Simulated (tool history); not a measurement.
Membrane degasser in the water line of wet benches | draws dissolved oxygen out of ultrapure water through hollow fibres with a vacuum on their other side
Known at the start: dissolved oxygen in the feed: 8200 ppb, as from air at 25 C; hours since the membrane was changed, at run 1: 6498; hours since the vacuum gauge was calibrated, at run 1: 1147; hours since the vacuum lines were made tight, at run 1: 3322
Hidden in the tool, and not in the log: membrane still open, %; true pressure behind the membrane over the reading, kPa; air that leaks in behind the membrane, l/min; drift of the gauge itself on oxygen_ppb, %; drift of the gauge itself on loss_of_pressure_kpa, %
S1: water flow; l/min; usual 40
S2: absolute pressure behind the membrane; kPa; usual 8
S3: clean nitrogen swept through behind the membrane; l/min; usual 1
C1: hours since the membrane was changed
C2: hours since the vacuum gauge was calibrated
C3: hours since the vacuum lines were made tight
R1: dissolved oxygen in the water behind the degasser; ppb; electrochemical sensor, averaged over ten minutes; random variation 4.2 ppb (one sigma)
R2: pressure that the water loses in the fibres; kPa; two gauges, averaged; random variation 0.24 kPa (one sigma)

run,hour,S1,S2,S3,C1,C2,C3,R1,R2
1,0,40,8,1,6498,1147,3322,458.8,66.91
2,276.2,40,8,0.78,6774,1424,3599,519.4,66.86
3,398.8,40,8,0.78,6897,1546,3721,520.2,67.01
4,627.1,40,8,0.78,7125,1774,3950,519.1,67.78
# hour 886.8: seals of the vacuum lines changed
5,886.8,40,8,0.78,7383,2032,0,535.1,68.25
6,1123,40,8,0.78,7619,2268,236,534.6,67.98
7,1422,40,8,0.78,7918,2567,535,549.2,68.88
8,1595.1,40,8,0.78,8091,2741,708,530.9,68.12
9,1887,40,8,0.78,8383,3032,1000,546.3,68.43
# hour 1911.4: vacuum gauge calibrated
10,2101.9,40,8,0.78,8598,191,1215,548.4,69.45
11,2385.1,40,8,0.78,8881,474,1498,552.4,69.34
12,2668.1,24,8,0.78,9164,757,1781,356.2,41.7
13,2808.3,24,8,0.78,9304,897,1921,357.8,42.03
# hour 2824.2: vacuum gauge calibrated, once more
14,2954.1,24,8,0.78,9449,130,2066,344.7,41.93
15,3078,40,8.03,1,9573,254,2190,467.7,70.57
16,3261.2,58,8.03,1.28,9756,437,2373,582.8,101.58
# hour 3310.6: membrane cartridge changed
17,3509.9,58,8.03,1.28,199,682,2618,504.1,88.66

The next listed run, before its measurement:
18,3791.2,49,7.57,1.48,481,963,2899,?,?

R1: 368.2 ppb
R2: 75.15 kPa
Without the tool's hidden state the same run would have given R1 360.6 ppb, R2 74.69 kPa.
